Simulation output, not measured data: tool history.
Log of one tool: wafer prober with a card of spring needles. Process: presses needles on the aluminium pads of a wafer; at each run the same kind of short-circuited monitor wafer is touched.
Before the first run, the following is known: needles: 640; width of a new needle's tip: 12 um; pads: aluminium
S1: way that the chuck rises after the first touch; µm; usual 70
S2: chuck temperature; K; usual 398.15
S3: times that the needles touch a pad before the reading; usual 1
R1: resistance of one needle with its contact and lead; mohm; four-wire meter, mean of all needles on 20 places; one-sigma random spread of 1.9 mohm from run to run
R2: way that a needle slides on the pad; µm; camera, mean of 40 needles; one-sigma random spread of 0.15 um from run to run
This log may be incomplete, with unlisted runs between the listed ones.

| run | hour | S1 | S2 | S3 | R1 | R2 |
|---|---|---|---|---|---|---|
| 1 | 0 | 70 | 398.15 | 1 | 190 | 19.58 |
|  | 0.8 | tips cleaned on abrasive film |
|  | 3.6 | tips cleaned on abrasive film |
|  | 7 | tips cleaned on abrasive film |
|  | 9.8 | tips cleaned on abrasive film |
|  | 13.3 | tips cleaned on abrasive film |
| 2 | 14.5 | 70 | 398.15 | 1 | 196 | 19.09 |
|  | 16.7 | tips cleaned on abrasive film |
|  | 19.5 | tips cleaned on abrasive film |
|  | 22.9 | tips cleaned on abrasive film |
|  | 25.7 | tips cleaned on abrasive film |
|  | 29.2 | tips cleaned on abrasive film |
| 3 | 31.3 | 70 | 398.15 | 1 | 198 | 19.08 |
|  | 32.1 | tips cleaned on abrasive film |
|  | 34.9 | tips cleaned on abrasive film |
|  | 46.9 | card fitted with new needles |
|  | 50.4 | tips cleaned on abrasive film |
|  | 53.9 | tips cleaned on abrasive film |
|  | 57.3 | tips cleaned on abrasive film |
|  | 60.8 | tips cleaned on abrasive film |
| 4 | 62.1 | 70 | 363.15 | 1 | 191 | 18.99 |
|  | 64.3 | tips cleaned on abrasive film |
|  | 67.1 | tips cleaned on abrasive film |
|  | 70.5 | tips cleaned on abrasive film |
|  | 73.3 | tips cleaned on abrasive film |
|  | 76.8 | tips cleaned on abrasive film |
| 5 | 78.4 | 70 | 398.15 | 1 | 196 | 18.87 |
|  | 79.8 | tips cleaned on abrasive film |
|  | 82.6 | tips cleaned on abrasive film |
|  | 86.1 | tips cleaned on abrasive film |
| 6 | 87.6 | 70 | 398.15 | 1 | 198 | 18.79 |
|  | 89.1 | tips cleaned on abrasive film |
|  | 92.6 | tips cleaned on abrasive film |
|  | 95.4 | tips cleaned on abrasive film |
|  | 98.8 | tips cleaned on abrasive film |
| 7 | 101.4 | 70 | 398.15 | 1 | 194 | 19 |
|  | 102.2 | tips cleaned on abrasive film |
|  | 105.6 | tips cleaned on abrasive film |
|  | 109.1 | tips cleaned on abrasive film |
|  | 111.9 | tips cleaned on abrasive film |
|  | 115.4 | tips cleaned on abrasive film |
|  | 118.9 | tips cleaned on abrasive film |
| 8 | 121.2 | 70 | 398.15 | 1 | 194 | 19.66 |
|  | 122 | tips cleaned on abrasive film |
|  | 124.8 | tips cleaned on abrasive film |
|  | 127.6 | tips cleaned on abrasive film |
|  | 131.1 | tips cleaned on abrasive film |
| 9 | 132.3 | 70 | 398.15 | 1 | 196 | 18.86 |
|  | 134.4 | tips cleaned on abrasive film |
|  | 137.2 | tips cleaned on abrasive film |
|  | 140 | tips cleaned on abrasive film |
| 10 | 141.7 | 70 | 398.15 | 2 | 195 | 19.07 |
|  | 143.2 | tips cleaned on abrasive film |
|  | 146 | tips cleaned on abrasive film |
|  | 148.8 | tips cleaned on abrasive film |
|  | 151.6 | tips cleaned on abrasive film |
|  | 154.4 | tips cleaned on abrasive film |
|  | 157.2 | tips cleaned on abrasive film |
| 11 | 158.8 | 70 | 398.15 | 1 | 194 | 19.08 |
|  | 160.3 | tips cleaned on abrasive film |
|  | 163.1 | tips cleaned on abrasive film |
|  | 165.9 | tips cleaned on abrasive film |
|  | 169.3 | tips cleaned on abrasive film |
|  | 172.1 | tips cleaned on abrasive film |
|  | 175.6 | tips cleaned on abrasive film |
|  | 178.4 | tips cleaned on abrasive film |
| 12 | 179.7 | 70 | 398.15 | 1 | 196 | 19.02 |
|  | 181.8 | tips cleaned on abrasive film |
|  | 184.6 | tips cleaned on abrasive film |
|  | 188.1 | tips cleaned on abrasive film |
|  | 191.6 | tips cleaned on abrasive film |
|  | 194.4 | tips cleaned on abrasive film |
|  | 197.2 | tips cleaned on abrasive film |
|  | 200 | tips cleaned on abrasive film |
| 13 | 202 | 70 | 398.15 | 1 | 191 | 19.12 |
|  | 202.8 | tips cleaned on abrasive film |
|  | 206.3 | tips cleaned on abrasive film |
|  | 209.7 | tips cleaned on abrasive film |
|  | 212.5 | tips cleaned on abrasive film |
|  | 216 | tips cleaned on abrasive film |
|  | 218.8 | tips cleaned on abrasive film |
|  | 221.6 | tips cleaned on abrasive film |
| 14 | 223.9 | 70 | 398.15 | 1 | 198 | 19.02 |
|  | 224.7 | tips cleaned on abrasive film |
|  | 227.5 | tips cleaned on abrasive film |
|  | 230.9 | tips cleaned on abrasive film |
| 15 | 233.4 | 70 | 398.15 | 1 | 200 | 18.86 |
|  | 234.1 | tips cleaned on abrasive film |
|  | 237.6 | tips cleaned on abrasive film |
|  | 241.1 | tips cleaned on abrasive film |
|  | 244.5 | tips cleaned on abrasive film |
| 16 | 246.5 | 52 | 398.15 | 1 | 204 | 14.1 |
|  | 248 | tips cleaned on abrasive film |
|  | 251.4 | tips cleaned on abrasive film |
|  | 254.2 | tips cleaned on abrasive film |
|  | 257.7 | tips cleaned on abrasive film |
| 17 | 259.5 | 52 | 372.15 | 1 | 198 | 14.21 |
|  | 261 | tips cleaned on abrasive film |
|  | 263.8 | tips cleaned on abrasive film |
|  | 267.2 | tips cleaned on abrasive film |
|  | 270.7 | tips cleaned on abrasive film |
|  | 273.5 | tips cleaned on abrasive film |
| 18 | 275 | 60 | 338.15 | 1 | 186 | 16.46 |
|  | 276.5 | tips cleaned on abrasive film |
|  | 279.3 | tips cleaned on abrasive film |
|  | 282.1 | tips cleaned on abrasive film |
|  | 284.9 | tips cleaned on abrasive film |
| 19 | 287.3 | 78 | 398.15 | 1 | 191 | 21.07 |
|  | 288.1 | tips cleaned on abrasive film |
|  | 290.9 | tips cleaned on abrasive film |
|  | 293.7 | tips cleaned on abrasive film |
|  | 297.2 | tips cleaned on abrasive film |
|  | 300 | tips cleaned on abrasive film |
|  | 303.5 | tips cleaned on abrasive film |
| 20 | 303.8 | 52 | 398.15 | 2 | 204 | 14.05 |
|  | 306.6 | tips cleaned on abrasive film |
|  | 310 | tips cleaned on abrasive film |
|  | 313.5 | tips cleaned on abrasive film |
|  | 317 | tips cleaned on abrasive film |
|  | 319.8 | tips cleaned on abrasive film |
|  | 322.9 | tips cleaned on abrasive film |
| 21 | 322.9 | 71 | 335.15 | 1 | 181 | 19.67 |
|  | 326.3 | tips cleaned on abrasive film |
|  | 329.1 | tips cleaned on abrasive film |
|  | 331.9 | tips cleaned on abrasive film |
|  | 335.4 | tips cleaned on abrasive film |
|  | 338.2 | tips cleaned on abrasive film |
|  | 341 | tips cleaned on abrasive film |
|  | 343.8 | tips cleaned on abrasive film |
| 22 | 344 | 71 | 335.15 | 1 | 185 | 19.39 |
|  | 346.8 | tips cleaned on abrasive film |
|  | 349.6 | tips cleaned on abrasive film |
|  | 352.4 | tips cleaned on abrasive film |
| 23 | 354.6 | 71 | 335.15 | 1 | 185 | 19.26 |

Below are 5 alternative next runs, each starting from the tool's condition after run 23. Predict each:
|  | 355.4 | tips cleaned on abrasive film |
|  | 358.2 | tips cleaned on abrasive film |
|  | 361 | tips cleaned on abrasive film |
|  | 364.5 | tips cleaned on abrasive film |
|  | 367.6 | tips cleaned on abrasive film |
| A | 367.6 | 63 | 388.15 | 1 | ? | ? |
|  | 355.4 | tips cleaned on abrasive film |
|  | 358.2 | tips cleaned on abrasive film |
|  | 361 | tips cleaned on abrasive film |
|  | 364.5 | tips cleaned on abrasive film |
|  | 367.6 | tips cleaned on abrasive film |
| B | 367.6 | 70 | 337.15 | 2 | ? | ? |
|  | 355.4 | tips cleaned on abrasive film |
|  | 358.2 | tips cleaned on abrasive film |
|  | 361 | tips cleaned on abrasive film |
|  | 364.5 | tips cleaned on abrasive film |
|  | 367.6 | tips cleaned on abrasive film |
| C | 367.6 | 70 | 333.15 | 2 | ? | ? |
|  | 355.4 | tips cleaned on abrasive film |
|  | 358.2 | tips cleaned on abrasive film |
|  | 361 | tips cleaned on abrasive film |
|  | 364.5 | tips cleaned on abrasive film |
|  | 367.6 | tips cleaned on abrasive film |
| D | 367.6 | 71 | 335.15 | 3 | ? | ? |
|  | 355.4 | tips cleaned on abrasive film |
|  | 358.2 | tips cleaned on abrasive film |
|  | 361 | tips cleaned on abrasive film |
|  | 364.5 | tips cleaned on abrasive film |
|  | 367.6 | tips cleaned on abrasive film |
| E | 367.6 | 56 | 335.15 | 1 | ? | ? |

| run | R1 | R2 |
|---|---|---|
| A | 193 | 17.16 |
| B | 182 | 18.97 |
| C | 179 | 19.37 |
| D | 181 | 19.09 |
| E | 187 | 15.37 |
With no hidden state in the tool, these same runs would have given:
| run | R1 | R2 |
|---|---|---|
| A | 193 | 17.17 |
| B | 182 | 18.98 |
| C | 179 | 19.38 |
| D | 181 | 19.1 |
| E | 187 | 15.39 |
